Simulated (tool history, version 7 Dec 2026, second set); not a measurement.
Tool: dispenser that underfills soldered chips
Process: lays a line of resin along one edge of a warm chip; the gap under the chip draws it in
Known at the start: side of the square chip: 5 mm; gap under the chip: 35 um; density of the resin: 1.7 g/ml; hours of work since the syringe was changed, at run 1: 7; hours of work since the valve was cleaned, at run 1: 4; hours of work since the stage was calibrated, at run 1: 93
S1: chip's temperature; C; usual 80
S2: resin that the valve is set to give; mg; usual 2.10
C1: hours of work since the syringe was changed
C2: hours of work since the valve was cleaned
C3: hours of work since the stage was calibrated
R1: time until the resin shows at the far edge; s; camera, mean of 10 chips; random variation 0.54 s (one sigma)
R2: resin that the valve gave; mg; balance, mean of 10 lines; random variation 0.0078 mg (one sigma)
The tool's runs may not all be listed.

{"run": 1, "hour": 0.0, "S1": 80, "S2": 2.1, "C1": 7, "C2": 4, "C3": 93, "R1": 56.3, "R2": 2.086}
{"run": 2, "hour": 3.3, "S1": 80, "S2": 2.1, "C1": 9, "C2": 6, "C3": 95, "R1": 60.7, "R2": 2.09}
{"hour": 6.1, "done": "new syringe of resin"}
{"run": 3, "hour": 7.1, "S1": 80, "S2": 2.37, "C1": 1, "C2": 9, "C3": 97, "R1": 44.4, "R2": 2.374}
{"run": 4, "hour": 9.3, "S1": 80, "S2": 2.1, "C1": 2, "C2": 10, "C3": 99, "R1": 47.9, "R2": 2.095}
{"run": 5, "hour": 11.9, "S1": 84, "S2": 2.1, "C1": 4, "C2": 12, "C3": 101, "R1": 45.0, "R2": 2.093}
{"run": 6, "hour": 15.5, "S1": 84, "S2": 2.1, "C1": 7, "C2": 15, "C3": 103, "R1": 48.7, "R2": 2.096}
{"run": 7, "hour": 20.8, "S1": 80, "S2": 2.1, "C1": 10, "C2": 18, "C3": 107, "R1": 62.6, "R2": 2.067}
{"hour": 21.6, "done": "new syringe of resin"}
{"run": 8, "hour": 25.8, "S1": 80, "S2": 2.1, "C1": 3, "C2": 22, "C3": 110, "R1": 50.8, "R2": 2.074}
{"run": 9, "hour": 28.1, "S1": 80, "S2": 2.1, "C1": 5, "C2": 23, "C3": 112, "R1": 52.9, "R2": 2.081}
{"run": 10, "hour": 30.7, "S1": 80, "S2": 2.1, "C1": 6, "C2": 25, "C3": 114, "R1": 57.2, "R2": 2.069}
{"run": 11, "hour": 35.7, "S1": 80, "S2": 2.1, "C1": 10, "C2": 28, "C3": 117, "R1": 63.9, "R2": 2.065}
{"hour": 37.2, "done": "new syringe of resin"}
{"run": 12, "hour": 40.1, "S1": 80, "S2": 2.1, "C1": 2, "C2": 31, "C3": 120, "R1": 47.2, "R2": 2.081}
{"run": 13, "hour": 42.5, "S1": 80, "S2": 2.1, "C1": 4, "C2": 33, "C3": 121, "R1": 49.9, "R2": 2.069}
{"run": 14, "hour": 46.3, "S1": 80, "S2": 2.1, "C1": 6, "C2": 36, "C3": 124, "R1": 54.0, "R2": 2.048}
{"run": 15, "hour": 51.3, "S1": 80, "S2": 2.1, "C1": 10, "C2": 39, "C3": 128, "R1": 61.6, "R2": 2.076}
{"hour": 52.8, "done": "new syringe of resin"}
{"run": 16, "hour": 54.8, "S1": 80, "S2": 2.02, "C1": 1, "C2": 41, "C3": 130, "R1": 47.8, "R2": 1.988}
{"run": 17, "hour": 59.6, "S1": 76, "S2": 2.1, "C1": 5, "C2": 45, "C3": 133, "R1": 58.3, "R2": 2.06}
{"run": 18, "hour": 64.6, "S1": 92, "S2": 2.1, "C1": 8, "C2": 48, "C3": 137, "R1": 42.2, "R2": 2.055}
{"hour": 68.2, "done": "new syringe of resin"}
{"hour": 70.6, "done": "dispensing valve cleaned and set on the balance"}
{"run": 19, "hour": 70.6, "S1": 86, "S2": 2.05, "C1": 1, "C2": 0, "C3": 140, "R1": 38.3, "R2": 2.064}
{"run": 20, "hour": 73.9, "S1": 69, "S2": 2.58, "C1": 3, "C2": 2, "C3": 142, "R1": 66.8, "R2": 2.572}
{"run": 21, "hour": 77.6, "S1": 69, "S2": 2.58, "C1": 6, "C2": 5, "C3": 145, "R1": 72.8, "R2": 2.574}
{"run": 22, "hour": 80.1, "S1": 76, "S2": 2.4, "C1": 8, "C2": 7, "C3": 147, "R1": 64.4, "R2": 2.397}
{"hour": 84.8, "done": "new syringe of resin"}
{"run": 23, "hour": 85.1, "S1": 70, "S2": 1.9, "C1": 0, "C2": 10, "C3": 150, "R1": 60.3, "R2": 1.891}
{"run": 24, "hour": 89.0, "S1": 74, "S2": 2.15, "C1": 3, "C2": 13, "C3": 152, "R1": 58.2, "R2": 2.145}
{"run": 25, "hour": 93.0, "S1": 78, "S2": 2.28, "C1": 6, "C2": 15, "C3": 155, "R1": 55.2, "R2": 2.269}
{"run": 26, "hour": 97.1, "S1": 82, "S2": 2.47, "C1": 9, "C2": 18, "C3": 158, "R1": 54.9, "R2": 2.434}
{"hour": 100.4, "done": "new syringe of resin"}
{"run": 27, "hour": 100.7, "S1": 73, "S2": 2.3, "C1": 0, "C2": 21, "C3": 160, "R1": 55.8, "R2": 2.272}
{"run": 28, "hour": 103.6, "S1": 76, "S2": 2.02, "C1": 2, "C2": 23, "C3": 162, "R1": 55.6, "R2": 2.006}
{"run": 29, "hour": 108.3, "S1": 76, "S2": 2.02, "C1": 5, "C2": 26, "C3": 166, "R1": 62.6, "R2": 2.004}
{"run": 30, "hour": 112.5, "S1": 95, "S2": 1.93, "C1": 8, "C2": 29, "C3": 169, "R1": 41.9, "R2": 1.899}
{"hour": 115.9, "done": "new syringe of resin"}
{"run": 31, "hour": 117.6, "S1": 86, "S2": 2.48, "C1": 1, "C2": 32, "C3": 172, "R1": 38.3, "R2": 2.465}
{"run": 32, "hour": 121.3, "S1": 79, "S2": 2.04, "C1": 4, "C2": 35, "C3": 175, "R1": 53.8, "R2": 2.015}
{"run": 33, "hour": 126.3, "S1": 82, "S2": 2.37, "C1": 7, "C2": 38, "C3": 178, "R1": 53.0, "R2": 2.325}
{"run": 34, "hour": 130.3, "S1": 82, "S2": 2.37, "C1": 10, "C2": 41, "C3": 181, "R1": 57.8, "R2": 2.318}
{"hour": 131.6, "done": "new syringe of resin"}
{"run": 35, "hour": 132.9, "S1": 81, "S2": 1.92, "C1": 1, "C2": 42, "C3": 182, "R1": 46.8, "R2": 1.89}
{"run": 36, "hour": 136.7, "S1": 79, "S2": 2.16, "C1": 4, "C2": 45, "C3": 185, "R1": 51.4, "R2": 2.109}

3 ways to go on from here, each from the tool as it stands after run 36. What would each give?
{"run": "A", "hour": 140.1, "S1": 70, "S2": 2.17, "C1": 6, "C2": 48, "C3": 187, "R1": "?", "R2": "?"}
{"run": "B", "hour": 140.1, "S1": 72, "S2": 2.1, "C1": 6, "C2": 48, "C3": 187, "R1": "?", "R2": "?"}
{"run": "C", "hour": 140.1, "S1": 87, "S2": 2.5, "C1": 6, "C2": 48, "C3": 187, "R1": "?", "R2": "?"}

run=A R1=72.7 R2=2.105
run=B R1=69.9 R2=2.043
run=C R1=45.1 R2=2.444
Without the tool's hidden state the same runs would have given:
run=A R1=59.4 R2=2.156
run=B R1=57.0 R2=2.092
run=C R1=37.0 R2=2.502
